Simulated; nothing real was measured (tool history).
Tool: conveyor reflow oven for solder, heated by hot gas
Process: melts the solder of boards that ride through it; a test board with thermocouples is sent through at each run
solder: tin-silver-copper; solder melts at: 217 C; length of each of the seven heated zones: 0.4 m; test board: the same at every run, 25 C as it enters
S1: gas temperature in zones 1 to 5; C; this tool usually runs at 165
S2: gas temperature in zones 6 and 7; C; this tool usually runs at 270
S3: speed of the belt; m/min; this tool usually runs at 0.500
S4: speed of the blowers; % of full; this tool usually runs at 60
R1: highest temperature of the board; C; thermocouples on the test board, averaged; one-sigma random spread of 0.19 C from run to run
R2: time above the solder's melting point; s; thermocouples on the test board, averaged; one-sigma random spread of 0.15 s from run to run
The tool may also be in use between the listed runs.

run 1 hour=0.0 | S1=165 S2=270 S3=0.500 S4=60 | R1=253.5 R2=69.8
run 2 hour=10.6 | S1=165 S2=270 S3=0.461 S4=60 | R1=256.1 R2=79.2
run 3 hour=19.5 | S1=165 S2=284 S3=0.500 S4=60 | R1=266.1 R2=79.6
run 4 hour=27.9 | S1=165 S2=284 S3=0.500 S4=60 | R1=266.2 R2=79.6
run 5 hour=41.3 | S1=165 S2=284 S3=0.453 S4=60 | R1=269.5 R2=90.9
run 6 hour=52.7 | S1=165 S2=284 S3=0.453 S4=60 | R1=269.3 R2=91.4
run 7 hour=60.7 | S1=165 S2=284 S3=0.453 S4=60 | R1=269.4 R2=90.7
run 8 hour=70.7 | S1=165 S2=284 S3=0.453 S4=60 | R1=269.4 R2=91.0
run 9 hour=79.4 | S1=165 S2=270 S3=0.500 S4=60 | R1=253.1 R2=69.4
run 10 hour=89.9 | S1=175 S2=270 S3=0.500 S4=60 | R1=254.7 R2=75.4
run 11 hour=100.8 | S1=168 S2=270 S3=0.500 S4=60 | R1=253.3 R2=71.3
run 12 hour=109.5 | S1=168 S2=270 S3=0.500 S4=60 | R1=253.6 R2=71.1
run 13 hour=118.1 | S1=168 S2=270 S3=0.500 S4=60 | R1=253.6 R2=71.1
run 14 hour=129.7 | S1=168 S2=270 S3=0.500 S4=60 | R1=253.6 R2=71.2
run 15 hour=140.9 | S1=168 S2=270 S3=0.500 S4=60 | R1=253.3 R2=71.0
run 16 hour=153.0 | S1=168 S2=270 S3=0.500 S4=60 | R1=253.2 R2=71.1
run 17 hour=159.9 | S1=165 S2=270 S3=0.572 S4=52 | R1=245.2 R2=51.6
run 18 hour=167.3 | S1=161 S2=284 S3=0.409 S4=80 | R1=274.7 R2=103.6
run 19 hour=176.7 | S1=165 S2=266 S3=0.500 S4=61 | R1=249.6 R2=66.4
run 20 hour=188.2 | S1=165 S2=266 S3=0.500 S4=61 | R1=249.1 R2=66.0
run 21 hour=199.9 | S1=175 S2=266 S3=0.470 S4=61 | R1=252.6 R2=79.4
run 22 hour=210.8 | S1=167 S2=270 S3=0.500 S4=62 | R1=253.3 R2=71.1
run 23 hour=217.5 | S1=153 S2=270 S3=0.500 S4=60 | R1=250.3 R2=62.6
run 24 hour=228.2 | S1=172 S2=264 S3=0.553 S4=80 | R1=249.4 R2=62.7
run 25 hour=236.5 | S1=165 S2=270 S3=0.552 S4=60 | R1=248.5 R2=58.2
run 26 hour=249.7 | S1=165 S2=270 S3=0.552 S4=60 | R1=248.5 R2=58.2
run 27 hour=256.5 | S1=161 S2=284 S3=0.500 S4=50 | R1=261.2 R2=74.5
run 28 hour=268.2 | S1=161 S2=284 S3=0.500 S4=50 | R1=261.4 R2=74.8
run 29 hour=276.5 | S1=165 S2=284 S3=0.513 S4=60 | R1=264.1 R2=76.3
run 30 hour=286.9 | S1=165 S2=284 S3=0.513 S4=60 | R1=263.7 R2=76.5
run 31 hour=300.2 | S1=165 S2=284 S3=0.513 S4=60 | R1=264.4 R2=76.5

Hidden state or all else? Some run-to-run changes of R1, split into what the settings, what came in and random variation would give without the hidden state, and what is left for the hidden state (with any gauge scatter that isn't in both results):
Hidden state present: heat that the gas passes to the board, % of a clean oven's; belt's true speed, % of the reading; true gas temperature in zones 6 and 7 over the reading, C; drift of the gauge itself on peak_c, C; drift of the gauge itself on liquid_s, %.
Run 8 -> 9: S2 284 -> 270, S3 0.453 -> 0.500. R1 -16.3 C: hidden state -0.1, all else -16.2.
Run 17 -> 18: S1 165 -> 161, S2 270 -> 284, S3 0.572 -> 0.409, S4 52 -> 80. R1 +29.5 C: hidden state -0.1, all else +29.6.
Run 18 -> 19: S1 161 -> 165, S2 284 -> 266, S3 0.409 -> 0.500, S4 80 -> 61. R1 -25.1 C: hidden state -0.1, all else -25.0.
Run 21 -> 22: S1 175 -> 167, S2 266 -> 270, S3 0.470 -> 0.500, S4 61 -> 62. R1 +0.7 C: hidden state -0.2, all else +0.9.
Run 25 -> 26: no setting changed, nothing entered. R1 +0.0 C: hidden state -0.2, all else +0.2.
Run 26 -> 27: S1 165 -> 161, S2 270 -> 284, S3 0.552 -> 0.500, S4 60 -> 50. R1 +12.7 C: hidden state +0.3, all else +12.4.

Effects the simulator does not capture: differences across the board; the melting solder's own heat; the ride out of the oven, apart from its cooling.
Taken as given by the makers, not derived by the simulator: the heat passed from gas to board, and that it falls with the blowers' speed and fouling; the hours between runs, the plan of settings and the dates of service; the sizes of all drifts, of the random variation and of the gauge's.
